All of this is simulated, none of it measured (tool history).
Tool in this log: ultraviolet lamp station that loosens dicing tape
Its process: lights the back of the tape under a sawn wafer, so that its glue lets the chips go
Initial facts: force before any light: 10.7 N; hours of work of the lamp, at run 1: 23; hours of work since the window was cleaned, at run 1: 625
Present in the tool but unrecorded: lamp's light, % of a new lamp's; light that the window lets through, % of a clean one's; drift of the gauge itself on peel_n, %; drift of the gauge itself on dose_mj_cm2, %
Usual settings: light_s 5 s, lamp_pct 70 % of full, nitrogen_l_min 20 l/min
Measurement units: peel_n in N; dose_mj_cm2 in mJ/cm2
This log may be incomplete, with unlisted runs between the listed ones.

run	hour	light_s	lamp_pct	nitrogen_l_min	hours of work of the lamp	hours of work since the window was cleaned	peel_n	dose_mj_cm2
1	0	5	70	20	23	625	0.821	228
2	57.7	5	70	20	53	656	0.82	222
3	101.8	5	67	20	77	679	0.923	207
# hour 113.8: window cleaned of glue's vapour
4	138	5	78	20	96	13	0.896	220
5	210.8	3	70	20	135	52	2.561	114
# hour 217: window cleaned of glue's vapour, once more
6	263.5	3	70	20	163	25	1.757	153
7	312.3	3	70	20	189	51	1.703	150
8	374.5	5	70	20	222	84	0.654	250
9	445.8	5	70	20	260	122	0.706	246
10	482.7	5	70	20	280	142	0.7	241
11	546.8	5	70	20	314	176	0.723	241
12	618.9	5	70	20	353	215	0.717	233
13	669.5	2	70	20	380	242	3.44	91
14	703.6	2	70	20	398	260	3.366	90
15	734.8	2	70	20	415	277	3.531	93
16	773.5	2	70	20	435	297	3.421	90
17	834.3	2	70	20	468	330	3.48	87
18	904.7	2	70	20	505	367	3.408	88
19	954.6	2	70	20	532	394	3.711	89
20	1025.7	5	70	20	570	432	0.885	216
21	1056.7	5	70	20	587	449	0.929	214
22	1117.5	5	80	16	619	481	0.817	239
23	1160.3	3	93	7	642	504	2.432	166
24	1206.2	4	62	20	666	528	1.852	145
25	1263.9	4	94	20	697	559	0.856	215
26	1296.1	4	64	16	714	577	2.063	144
27	1360.2	3	63	17	749	611	2.967	105
28	1408.7	3	61	30	775	637	2.68	100
29	1448.6	3	61	30	796	658	2.857	100
30	1485.4	3	61	30	816	678	2.844	100
# hour 1499.1: window cleaned of glue's vapour
31	1548.4	3	61	30	849	26	2.183	119
32	1612.4	7	61	30	883	61	0.449	271
33	1668.8	7	88	13	913	91	0.361	385
34	1704.3	9	70	20	932	110	0.31	393
35	1772.8	5	89	20	969	146	0.558	271
36	1843.2	5	74	32	1007	184	0.68	221
37	1912.4	2	74	10	1043	221	4.459	86
38	1954.7	6	96	19	1066	243	0.39	335
39	1988.2	2	75	20	1084	261	3.866	86
40	2029.1	8	79	35	1106	283	0.296	366
41	2084.6	5	70	26	1135	313	0.952	196
42	2154.7	5	70	26	1173	350	0.968	195

Forecast each of these 5 alternatives for the next run:
A	2201.7	7	91	26	1198	375	?	?
B	2201.7	2	70	26	1198	375	?	?
C	2201.7	5	76	20	1198	375	?	?
D	2201.7	10	70	26	1198	375	?	?
E	2201.7	3	87	26	1198	375	?	?

run	peel_n	dose_mj_cm2
A	0.35	350
B	3.813	79
C	0.951	209
D	0.293	381
E	1.695	146
Had the tool no hidden state, the same runs would have come out as:
run	peel_n	dose_mj_cm2
A	0.274	489
B	2.583	109
C	0.487	292
D	0.247	533
E	0.904	203

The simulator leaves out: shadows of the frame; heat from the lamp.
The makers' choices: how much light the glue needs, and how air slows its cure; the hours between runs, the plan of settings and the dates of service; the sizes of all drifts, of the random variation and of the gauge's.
